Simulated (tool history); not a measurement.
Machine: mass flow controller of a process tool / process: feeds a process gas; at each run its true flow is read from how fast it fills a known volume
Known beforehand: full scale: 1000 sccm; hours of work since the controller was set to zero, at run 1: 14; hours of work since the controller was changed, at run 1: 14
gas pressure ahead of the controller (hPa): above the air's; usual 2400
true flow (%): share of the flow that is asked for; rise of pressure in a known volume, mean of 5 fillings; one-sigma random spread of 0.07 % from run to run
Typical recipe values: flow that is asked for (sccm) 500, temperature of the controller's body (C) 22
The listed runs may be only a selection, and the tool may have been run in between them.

run	day	flow that is asked for (sccm)	gas pressure ahead of the controller (hPa)	temperature of the controller's body (C)	hours of work since the controller was set to zero	hours of work since the controller was changed	true flow (%)
1	0	500	2400	22	14	14	98.71
2	2	500	2400	22	32	32	98.81
3	4.296	500	2400	22	52	52	98.71
4	6.346	500	2400	22	70	70	98.8
5	9.575	500	2400	26	98	98	98.38
6	12.638	500	1890	22	125	125	98.51
7	15.038	500	1890	22	146	146	98.34
8	16.5	500	2400	22	158	158	98.86
9	18.962	500	2400	22	180	180	98.81
10	20.433	500	2400	22	193	193	98.77
11	22.354	382	2400	22	210	210	98.35
12	24.317	500	2400	22	227	227	98.77
13	27.15	120	2400	22	252	252	97.18
14	29.429	500	1610	22	271	271	98.36
15	30.842	500	2400	26	284	284	98.61
16	32.888	500	2400	33	302	302	97.86
17	34.854	500	2400	33	319	319	97.89
18	36.871	500	2400	33	336	336	97.91
19	38.642	500	2400	33	352	352	97.93
20	40.762	168	2530	33	370	370	96.87
21	42.088	169	2400	22	382	382	97.41
22	44.017	195	2400	33	399	399	96.69
23	46.183	195	2400	33	418	418	96.68
24	48.258	139	2400	37	436	436	96.19
25	50.271	500	1950	34	454	454	97.59
# day 50.567: controller's zero set anew
26	53.242	687	1800	34	23	479	98.08
27	55.083	278	1820	27	39	495	97.13
# day 56.083: controller's zero set anew, once more
28	57.242	202	2510	22	10	514	97.95
29	59.008	202	2510	22	26	530	97.91
30	61.671	423	2510	31	49	553	98.04
31	64.708	296	1460	31	75	579	96.96
32	67.033	121	1460	30	96	600	96.35
33	68.788	121	2520	30	111	615	96.99
34	70.508	500	1730	22	126	630	98.57
35	72.033	183	1700	22	139	643	97.51
36	73.562	329	2340	26	153	657	97.98

Selected run-to-run steps in true flow (%), each split into two signed amounts: the part the tool would show with no hidden state at all (from settings, incoming material and random variation), and the remainder, which goes to the hidden state together with any gauge scatter not common to the measured and the hidden-state-free results:
What the log doesn't record here: flow at rest that the sensor doesn't see, % of full scale; true flow over the shown one, %; drift of the gauge itself on true_pct, %.
Run 12 -> 13: flow that is asked for (sccm) 500 -> 120. true flow (%) -1.59: hidden state -0.38, all else -1.21.
Run 13 -> 14: flow that is asked for (sccm) 120 -> 500, gas pressure ahead of the controller (hPa) 2400 -> 1610. true flow (%) +1.18: hidden state +0.38, all else +0.8.
Run 24 -> 25: flow that is asked for (sccm) 139 -> 500, gas pressure ahead of the controller (hPa) 2400 -> 1950, temperature of the controller's body (C) 37 -> 34. true flow (%) +1.4: hidden state +0.37, all else +1.03.
Run 33 -> 34: flow that is asked for (sccm) 121 -> 500, gas pressure ahead of the controller (hPa) 2520 -> 1730, temperature of the controller's body (C) 30 -> 22. true flow (%) +1.58: hidden state +0.22, all else +1.36.

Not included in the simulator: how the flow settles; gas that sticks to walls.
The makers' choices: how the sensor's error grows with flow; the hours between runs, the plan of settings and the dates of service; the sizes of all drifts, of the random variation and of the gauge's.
